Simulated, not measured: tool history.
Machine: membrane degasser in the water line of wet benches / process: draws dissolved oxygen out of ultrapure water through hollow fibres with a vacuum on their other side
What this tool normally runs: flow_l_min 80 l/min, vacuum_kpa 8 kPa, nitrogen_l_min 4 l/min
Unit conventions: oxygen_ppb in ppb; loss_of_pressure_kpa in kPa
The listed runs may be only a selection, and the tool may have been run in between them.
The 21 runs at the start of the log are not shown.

run	hour	flow_l_min	vacuum_kpa	nitrogen_l_min	hours since the membrane was changed	hours since the vacuum gauge was calibrated	hours since the vacuum lines were made tight	oxygen_ppb	loss_of_pressure_kpa
22	2573.7	71	11.28	2.42	8194	2883	2883	493	24.51
23	2667.9	116	12.4	4.15	8288	2977	2977	529	40.63
24	2767.4	119	8	4	8388	3076	3076	314.6	41.17
25	2869.3	119	8	4	8490	3178	3178	311.8	41.2
26	2970.1	119	12.67	2.23	8591	3279	3279	901.6	41.13
27	3077.9	80	11.42	1.73	8698	3387	3387	715.7	27.46
28	3232.9	51	8	4	8853	3542	3542	145.6	17.52
29	3389.4	64	8	4	9010	3698	3698	182.8	22.53
30	3472.3	64	8	4	9093	3781	3781	181.9	22.31
31	3635.9	64	7.83	6.45	9256	3945	3945	116.3	22.29
32	3777.5	80	5.95	11.16	9398	4087	4087	55.2	28

Alternative continuations, all from the tool just after run 32; predict every row:
A	3927.7	80	5.95	2.99	9548	4237	4237	?	?
B	3927.7	111	15.97	9.81	9548	4237	4237	?	?
C	3927.7	83	6.44	2.56	9548	4237	4237	?	?
D	3927.7	54	5.09	2.28	9548	4237	4237	?	?

run	oxygen_ppb	loss_of_pressure_kpa
A	169.7	27.98
B	339.3	39
C	233.5	28.88
D	111.5	18.95
Had the tool no hidden state, the same runs would have come out as:
run	oxygen_ppb	loss_of_pressure_kpa
A	154	25.31
B	328.3	35.3
C	215.1	26.12
D	97.9	17.14
